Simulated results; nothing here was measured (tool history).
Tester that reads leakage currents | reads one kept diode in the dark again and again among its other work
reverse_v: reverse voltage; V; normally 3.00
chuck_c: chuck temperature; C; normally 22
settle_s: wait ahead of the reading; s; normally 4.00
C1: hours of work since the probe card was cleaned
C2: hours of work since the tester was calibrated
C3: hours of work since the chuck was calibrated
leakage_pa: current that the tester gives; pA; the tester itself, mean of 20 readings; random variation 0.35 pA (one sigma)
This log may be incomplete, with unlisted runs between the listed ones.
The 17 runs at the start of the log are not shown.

Run 18, hour 1859.2: usual settings but reverse_v 1.25 V; C1 3393; C2 3192; C3 797. Result: leakage_pa 67.10 pA.
Run 19, hour 1986.9: usual settings but reverse_v 1.25 V; C1 3495; C2 3294; C3 899. Result: leakage_pa 66.27 pA.
Run 20, hour 2076.9: usual settings but settle_s 9.18 s; C1 3567; C2 3366; C3 971. Result: leakage_pa 107.27 pA.
Run 21, hour 2168.4: usual settings but chuck_c 54 C; C1 3640; C2 3439; C3 1044. Result: leakage_pa 1035.17 pA.
Run 22, hour 2233.1: usual settings but reverse_v 10.05 V, chuck_c 23 C, settle_s 1.04 s; C1 3692; C2 3490; C3 1096. Result: leakage_pa 227.85 pA.
Run 23, hour 2353.3: usual settings but reverse_v 3.55 V, settle_s 0.40 s; C1 3788; C2 3586; C3 1192. Result: leakage_pa 116.60 pA.
At hour 2456.7: chuck's temperature calibrated.
Run 24, hour 2487.7: usual settings but reverse_v 2.76 V, chuck_c 41 C, settle_s 2.97 s; C1 3894; C2 3692; C3 25. Result: leakage_pa 466.38 pA.
At hour 2543.4: probe card cleaned and baked.
Run 25, hour 2594.3: usual settings but reverse_v 2.76 V, chuck_c 41 C, settle_s 2.97 s; C1 41; C2 3775; C3 107. Result: leakage_pa 453.51 pA.
Run 26, hour 2731.5: usual settings but reverse_v 2.66 V, chuck_c 46 C; C1 150; C2 3884; C3 217. Result: leakage_pa 625.57 pA.
Run 27, hour 2852.9: usual settings but reverse_v 13.41 V, settle_s 0.86 s; C1 247; C2 3981; C3 314. Result: leakage_pa 254.28 pA.
Run 28, hour 2935.2: usual settings but reverse_v 4.75 V, settle_s 5.43 s; C1 313; C2 4047; C3 380. Result: leakage_pa 141.40 pA.
At hour 3045.1: tester calibrated.
Run 29, hour 3060.6: usual settings but reverse_v 13.48 V, chuck_c 41 C, settle_s 5.43 s; C1 411; C2 12; C3 478. Result: leakage_pa 1003.50 pA.
Run 30, hour 3212.1: usual settings but reverse_v 3.96 V, settle_s 0.65 s; C1 532; C2 133; C3 599. Result: leakage_pa 124.09 pA.
Run 31, hour 3293.0: usual settings but reverse_v 3.96 V, chuck_c 57 C, settle_s 1.48 s; C1 597; C2 198; C3 664. Result: leakage_pa 1495.16 pA.
Run 32, hour 3355.7: usual settings but reverse_v 1.83 V, chuck_c 23 C, settle_s 0.74 s; C1 647; C2 248; C3 714. Result: leakage_pa 87.00 pA.
Run 33, hour 3498.6: usual settings but reverse_v 1.83 V, chuck_c 23 C, settle_s 0.74 s; C1 761; C2 362; C3 828. Result: leakage_pa 85.03 pA.
Run 34, hour 3628.0: usual settings but reverse_v 1.83 V, chuck_c 23 C, settle_s 0.74 s; C1 864; C2 465; C3 931. Result: leakage_pa 84.36 pA.
Run 35, hour 3717.4: usual settings but reverse_v 1.83 V, chuck_c 23 C, settle_s 0.74 s; C1 936; C2 537; C3 1003. Result: leakage_pa 83.48 pA.
Run 36, hour 3814.2: usual settings but reverse_v 4.83 V, chuck_c 28 C, settle_s 8.00 s; C1 1013; C2 614; C3 1080. Result: leakage_pa 204.56 pA.
Run 37, hour 3876.7: usual settings but chuck_c 59 C; C1 1063; C2 664; C3 1130. Result: leakage_pa 1376.41 pA.
Run 38, hour 3994.5: usual settings but chuck_c 59 C; C1 1157; C2 758; C3 1224. Result: leakage_pa 1357.18 pA.

Branching from run 38: 5 alternative next runs. What would each branch give?
At hour 4055.8: chuck's temperature calibrated.
Run A, hour 4085.9: usual settings but reverse_v 5.00 V, chuck_c 42 C, settle_s 1.28 s; C1 1228; C2 829; C3 24. Result: leakage_pa ?.
At hour 4055.8: chuck's temperature calibrated.
Run B, hour 4085.9: usual settings but chuck_c 44 C, settle_s 8.71 s; C1 1228; C2 829; C3 24. Result: leakage_pa ?.
At hour 4055.8: chuck's temperature calibrated.
Run C, hour 4085.9: usual settings but reverse_v 7.59 V, chuck_c 45 C, settle_s 4.05 s; C1 1228; C2 829; C3 24. Result: leakage_pa ?.
At hour 4055.8: chuck's temperature calibrated.
Run D, hour 4085.9: usual settings but reverse_v 1.01 V, chuck_c 45 C, settle_s 0.32 s; C1 1228; C2 829; C3 24. Result: leakage_pa ?.
At hour 4055.8: chuck's temperature calibrated.
Run E, hour 4085.9: usual settings but reverse_v 1.49 V, chuck_c 21 C, settle_s 2.20 s; C1 1228; C2 829; C3 24. Result: leakage_pa ?.

run  leakage_pa
  A      685.01
  B      594.11
  C     1047.29
  D      356.84
  E       74.67
With no hidden state in the tool, these same runs would have given:
run  leakage_pa
  A      684.16
  B      594.22
  C     1045.97
  D      357.40
  E       74.01
